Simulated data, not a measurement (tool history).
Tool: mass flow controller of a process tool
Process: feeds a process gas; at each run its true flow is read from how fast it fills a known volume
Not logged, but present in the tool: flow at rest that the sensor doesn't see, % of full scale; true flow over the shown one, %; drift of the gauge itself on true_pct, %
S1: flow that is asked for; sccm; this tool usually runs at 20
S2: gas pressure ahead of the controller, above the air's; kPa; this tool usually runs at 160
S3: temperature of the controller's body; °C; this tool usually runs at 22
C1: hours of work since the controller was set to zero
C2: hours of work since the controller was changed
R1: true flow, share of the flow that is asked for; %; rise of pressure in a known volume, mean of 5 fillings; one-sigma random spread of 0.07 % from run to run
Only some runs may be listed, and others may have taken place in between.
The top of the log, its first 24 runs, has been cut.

{"run": 25, "hour": 3201.6, "S1": 19, "S2": 201, "S3": 35, "C1": 3736, "C2": 3736, "R1": 95.18}
{"run": 26, "hour": 3284.7, "S1": 20, "S2": 178, "S3": 29, "C1": 3778, "C2": 3778, "R1": 95.96}
{"run": 27, "hour": 3464.9, "S1": 20, "S2": 160, "S3": 35, "C1": 3869, "C2": 3869, "R1": 95.56}
{"hour": 3477.4, "done": "controller's zero set anew"}
{"run": 28, "hour": 3653.9, "S1": 35, "S2": 255, "S3": 25, "C1": 89, "C2": 3964, "R1": 96.99}
{"run": 29, "hour": 3750.6, "S1": 35, "S2": 162, "S3": 23, "C1": 138, "C2": 4013, "R1": 97.72}
{"hour": 3916.9, "done": "controller's zero set anew, once more"}
{"run": 30, "hour": 3933.1, "S1": 20, "S2": 154, "S3": 22, "C1": 8, "C2": 4105, "R1": 98.25}
{"run": 31, "hour": 4012.3, "S1": 21, "S2": 249, "S3": 25, "C1": 48, "C2": 4145, "R1": 97.35}
{"run": 32, "hour": 4148.6, "S1": 23, "S2": 182, "S3": 27, "C1": 117, "C2": 4214, "R1": 97.62}
{"run": 33, "hour": 4295.6, "S1": 23, "S2": 182, "S3": 27, "C1": 191, "C2": 4288, "R1": 97.55}
{"run": 34, "hour": 4436.7, "S1": 20, "S2": 226, "S3": 22, "C1": 263, "C2": 4359, "R1": 97.57}
{"run": 35, "hour": 4538.0, "S1": 7, "S2": 144, "S3": 22, "C1": 314, "C2": 4410, "R1": 97.17}
{"run": 36, "hour": 4623.9, "S1": 34, "S2": 224, "S3": 38, "C1": 357, "C2": 4454, "R1": 96.86}
{"run": 37, "hour": 4793.4, "S1": 14, "S2": 217, "S3": 22, "C1": 443, "C2": 4539, "R1": 96.99}
{"run": 38, "hour": 4973.8, "S1": 7, "S2": 237, "S3": 22, "C1": 534, "C2": 4631, "R1": 96.42}
{"run": 39, "hour": 5066.5, "S1": 16, "S2": 160, "S3": 24, "C1": 581, "C2": 4677, "R1": 97.36}
{"run": 40, "hour": 5167.3, "S1": 16, "S2": 160, "S3": 24, "C1": 632, "C2": 4728, "R1": 97.29}
{"run": 41, "hour": 5306.4, "S1": 41, "S2": 160, "S3": 24, "C1": 702, "C2": 4799, "R1": 98.62}
{"run": 42, "hour": 5384.5, "S1": 8, "S2": 200, "S3": 29, "C1": 742, "C2": 4838, "R1": 96.01}
{"run": 43, "hour": 5558.9, "S1": 15, "S2": 188, "S3": 29, "C1": 830, "C2": 4926, "R1": 96.51}
{"run": 44, "hour": 5685.4, "S1": 43, "S2": 160, "S3": 40, "C1": 894, "C2": 4990, "R1": 97.19}
{"run": 45, "hour": 5852.1, "S1": 43, "S2": 160, "S3": 40, "C1": 978, "C2": 5074, "R1": 97.35}
{"run": 46, "hour": 5990.9, "S1": 20, "S2": 229, "S3": 24, "C1": 1048, "C2": 5144, "R1": 96.93}
{"run": 47, "hour": 6106.9, "S1": 17, "S2": 160, "S3": 34, "C1": 1107, "C2": 5203, "R1": 96.18}

Branching from run 47: 4 alternative next runs. What would each branch give?
{"run": "A", "hour": 6236.8, "S1": 17, "S2": 165, "S3": 29, "C1": 1172, "C2": 5269, "R1": "?"}
{"run": "B", "hour": 6236.8, "S1": 40, "S2": 191, "S3": 34, "C1": 1172, "C2": 5269, "R1": "?"}
{"run": "C", "hour": 6236.8, "S1": 6, "S2": 206, "S3": 34, "C1": 1172, "C2": 5269, "R1": "?"}
{"run": "D", "hour": 6236.8, "S1": 11, "S2": 160, "S3": 34, "C1": 1172, "C2": 5269, "R1": "?"}

run=A R1=96.69
run=B R1=97.43
run=C R1=94.29
run=D R1=95.61
What these runs would have given with no unlogged condition in the tool:
run=A R1=98.45
run=B R1=98.87
run=C R1=97.04
run=D R1=97.66
